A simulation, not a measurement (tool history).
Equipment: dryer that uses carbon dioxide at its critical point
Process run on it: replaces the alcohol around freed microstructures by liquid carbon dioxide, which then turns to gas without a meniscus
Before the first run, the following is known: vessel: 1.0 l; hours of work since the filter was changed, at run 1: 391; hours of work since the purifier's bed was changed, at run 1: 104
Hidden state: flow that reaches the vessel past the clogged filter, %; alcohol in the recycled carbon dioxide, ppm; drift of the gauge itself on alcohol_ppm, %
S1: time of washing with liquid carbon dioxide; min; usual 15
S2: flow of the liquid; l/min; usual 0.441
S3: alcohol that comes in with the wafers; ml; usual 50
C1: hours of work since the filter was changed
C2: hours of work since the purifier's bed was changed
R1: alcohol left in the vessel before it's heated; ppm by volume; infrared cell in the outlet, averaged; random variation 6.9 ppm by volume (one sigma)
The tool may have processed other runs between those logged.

| run | hour | S1 | S2 | S3 | C1 | C2 | R1 |
|---|---|---|---|---|---|---|---|
| 1 | 0.0 | 15 | 0.441 | 50 | 391 | 104 | 468 |
| 2 | 11.6 | 15 | 0.441 | 50 | 395 | 108 | 456 |
| 3 | 24.6 | 15 | 0.441 | 66 | 399 | 112 | 621 |
| 4 | 36.0 | 10 | 0.441 | 50 | 402 | 115 | 2116 |
| 5 | 42.8 | 10 | 0.311 | 50 | 404 | 117 | 5879 |
| 6 | 56.1 | 15 | 0.731 | 50 | 408 | 121 | 35 |
| 7 | 69.7 | 15 | 0.731 | 50 | 413 | 126 | 19 |
| 8 | 75.7 | 15 | 0.441 | 50 | 414 | 128 | 476 |
| 9 | 85.1 | 15 | 0.542 | 50 | 417 | 130 | 157 |
| 10 | 97.9 | 15 | 0.542 | 50 | 421 | 134 | 158 |
| 11 | 106.8 | 11 | 0.385 | 26 | 424 | 137 | 1359 |
| 12 | 117.9 | 15 | 0.441 | 99 | 428 | 141 | 972 |
| 13 | 124.8 | 15 | 0.441 | 99 | 430 | 143 | 926 |
| 14 | 137.2 | 23 | 0.441 | 119 | 434 | 147 | 106 |
| 15 | 144.1 | 17 | 0.287 | 24 | 436 | 149 | 870 |
| 16 | 151.6 | 17 | 0.287 | 24 | 438 | 151 | 857 |
| 17 | 165.1 | 17 | 0.287 | 24 | 442 | 155 | 897 |
| 18 | 170.7 | 16 | 0.441 | 20 | 444 | 157 | 161 |
| 19 | 182.2 | 14 | 0.692 | 25 | 448 | 161 | 38 |
| 20 | 192.2 | 15 | 0.333 | 93 | 451 | 164 | 2961 |

What if the next run were any one of these 3? Each begins from the tool's condition after run 20:
| A | 203.7 | 21 | 0.527 | 29 | 454 | 167 | ? |
| B | 203.7 | 12 | 0.689 | 93 | 454 | 167 | ? |
| C | 203.7 | 13 | 0.568 | 93 | 454 | 167 | ? |

| run | R1 |
|---|---|
| A | 31 |
| B | 246 |
| C | 486 |
Had the tool no hidden state, the same runs would have come out as:
| run | R1 |
|---|---|
| A | 11 |
| B | 134 |
| C | 286 |
